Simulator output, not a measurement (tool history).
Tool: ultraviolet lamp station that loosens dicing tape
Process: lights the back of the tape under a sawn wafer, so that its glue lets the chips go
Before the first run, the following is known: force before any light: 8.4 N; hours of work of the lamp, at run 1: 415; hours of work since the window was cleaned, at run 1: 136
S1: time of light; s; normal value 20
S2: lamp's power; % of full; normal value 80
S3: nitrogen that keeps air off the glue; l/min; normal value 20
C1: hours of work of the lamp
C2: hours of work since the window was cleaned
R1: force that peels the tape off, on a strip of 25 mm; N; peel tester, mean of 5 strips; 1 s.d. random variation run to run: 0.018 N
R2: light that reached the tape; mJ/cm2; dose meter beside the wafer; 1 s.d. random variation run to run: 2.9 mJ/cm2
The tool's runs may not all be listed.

run	hour	S1	S2	S3	C1	C2	R1	R2
1	0	20	80	20	415	136	0.879	408
2	11.1	20	80	15	423	144	0.993	408
3	20.1	20	80	15	430	151	0.993	404
4	29.1	20	92	20	437	158	0.681	465
5	41.4	20	92	20	447	168	0.648	467
6	47.7	20	92	20	451	173	0.657	467
7	56.8	20	80	20	458	180	0.885	406
8	72.4	14	80	20	470	192	1.654	288
9	86.7	14	80	20	481	203	1.636	284
10	96.5	14	80	20	489	210	1.582	285
11	110.3	14	80	20	500	221	1.613	285
12	121.6	14	80	20	508	229	1.631	285
13	133.7	14	80	22	518	239	1.577	282
14	142.2	26	80	20	524	245	0.5	528
15	157.8	17	65	39	536	257	1.311	280
16	170.7	17	65	39	546	267	1.36	279
17	180.6	36	92	12	554	275	0.248	836
18	188.9	28	91	8	560	281	0.573	653
19	195.9	34	98	18	565	287	0.223	847
20	210.3	34	98	18	576	298	0.233	849
21	221	14	80	20	585	306	1.595	290
22	236.6	14	73	20	597	318	1.828	259
23	251.4	25	80	28	608	329	0.452	508
24	264.9	25	80	28	618	340	0.461	512
25	277.5	25	80	28	628	349	0.467	510
26	290.5	25	63	6	638	359	1.606	403
# hour 294.1: window cleaned of glue's vapour
27	302.7	25	63	6	647	7	1.644	402
28	315.8	25	63	6	657	17	1.648	396

Forecast each of these 5 alternatives for the next run:
A	329.8	20	80	24	668	27	?	?
B	329.8	40	63	6	668	27	?	?
C	329.8	20	78	20	668	27	?	?
D	329.8	10	63	6	668	27	?	?
E	329.8	25	63	22	668	27	?	?

run	R1	R2
A	0.807	407
B	0.686	637
C	0.901	403
D	4.467	157
E	0.839	402
With no hidden state in the tool, these same runs would have given:
run	R1	R2
A	0.805	408
B	0.684	638
C	0.899	403
D	4.463	157
E	0.837	403
